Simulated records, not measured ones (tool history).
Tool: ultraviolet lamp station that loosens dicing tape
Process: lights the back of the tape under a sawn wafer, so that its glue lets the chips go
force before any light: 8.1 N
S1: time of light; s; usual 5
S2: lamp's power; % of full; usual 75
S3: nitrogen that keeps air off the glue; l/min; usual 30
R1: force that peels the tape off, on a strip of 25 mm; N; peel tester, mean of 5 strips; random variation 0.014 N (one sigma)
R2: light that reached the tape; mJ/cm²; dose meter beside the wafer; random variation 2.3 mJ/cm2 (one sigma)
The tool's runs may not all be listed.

| run | hour | S1 | S2 | S3 | R1 | R2 |
|---|---|---|---|---|---|---|
| 1 | 0 | 5 | 75 | 30 | 0.683 | 207 |
| 2 | 16.8 | 2 | 75 | 30 | 2.924 | 79 |
|  | 26.5 | window cleaned of glue's vapour |
| 3 | 36.4 | 2 | 75 | 30 | 2.809 | 81 |
| 4 | 51 | 2 | 75 | 30 | 2.853 | 83 |
| 5 | 70.5 | 5 | 75 | 30 | 0.641 | 211 |
| 6 | 84.7 | 5 | 75 | 30 | 0.67 | 209 |
| 7 | 99.5 | 5 | 78 | 30 | 0.609 | 219 |
| 8 | 114.4 | 5 | 78 | 30 | 0.615 | 217 |
| 9 | 132.6 | 5 | 78 | 30 | 0.606 | 215 |
| 10 | 142.9 | 5 | 71 | 46 | 0.516 | 196 |
| 11 | 157.1 | 9 | 64 | 19 | 0.396 | 319 |
| 12 | 171.3 | 2 | 75 | 32 | 2.818 | 83 |
| 13 | 191.2 | 2 | 75 | 10 | 4.224 | 83 |
| 14 | 206.9 | 5 | 75 | 50 | 0.419 | 209 |
| 15 | 222.6 | 3 | 85 | 30 | 1.466 | 141 |
| 16 | 232.3 | 3 | 85 | 30 | 1.422 | 143 |
| 17 | 243.9 | 3 | 85 | 30 | 1.388 | 142 |
| 18 | 252.3 | 3 | 85 | 30 | 1.416 | 141 |

Forecast each of these 4 alternatives for the next run:
| A | 268.6 | 3 | 98 | 30 | ? | ? |
| B | 268.6 | 5 | 85 | 30 | ? | ? |
| C | 268.6 | 5 | 66 | 60 | ? | ? |
| D | 268.6 | 10 | 75 | 30 | ? | ? |

| run | R1 | R2 |
|---|---|---|
| A | 1.097 | 166 |
| B | 0.481 | 236 |
| C | 0.501 | 182 |
| D | 0.135 | 419 |
Without the tool's hidden state the same runs would have given:
| run | R1 | R2 |
|---|---|---|
| A | 1.094 | 166 |
| B | 0.48 | 237 |
| C | 0.499 | 182 |
| D | 0.134 | 420 |
